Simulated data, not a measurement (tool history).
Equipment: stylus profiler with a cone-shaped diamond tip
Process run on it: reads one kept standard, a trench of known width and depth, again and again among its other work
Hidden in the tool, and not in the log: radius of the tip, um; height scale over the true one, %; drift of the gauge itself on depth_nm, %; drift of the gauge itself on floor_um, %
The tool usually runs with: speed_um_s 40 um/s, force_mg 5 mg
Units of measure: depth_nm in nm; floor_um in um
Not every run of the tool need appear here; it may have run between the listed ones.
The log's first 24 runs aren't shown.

run      day  speed_um_s  force_mg  scans with this tip  hours of work since the height scale was calibrated  depth_nm  floor_um
 25    101.1          27     12.18                21601                                                  388    102.52     28.06
 26  106.567          27     12.18                22233                                                  446    102.47     27.92
 27  110.912          43     13.11                22736                                                  493    102.59     27.97
 28  114.183          11      2.33                23114                                                  528    100.77     27.95
 29  117.892         158         5                23542                                                  567    101.36     27.76
 30  121.092          10      7.24                23912                                                  601    101.64        28
 31  126.508          11      7.24                24538                                                  659    101.73        28
 32  129.612          30      5.36                24897                                                  693     101.4     27.96
 33  132.179          82     13.66                25194                                                  720    102.65     28.01
 34  135.929          22     14.73                25627                                                  760    102.77     27.97
 35  141.192          22     14.73                26235                                                  816    102.73     28.02

Forecast each of these 4 alternatives for the next run:
  A  147.229          20       6.9                26933                                                  881         ?         ?
  B  147.229          45      6.13                26933                                                  881         ?         ?
  C  147.229         159     10.06                26933                                                  881         ?         ?
  D  147.229          40      4.98                26933                                                  881         ?         ?

run  depth_nm  floor_um
  A    101.79     28.02
  B    101.77     27.94
  C    101.85     27.82
  D    101.28     27.92
Without the tool's unlogged condition, the same runs would have read:
run  depth_nm  floor_um
  A     101.8     28.04
  B    101.78     27.96
  C    101.86     27.84
  D    101.29     27.94
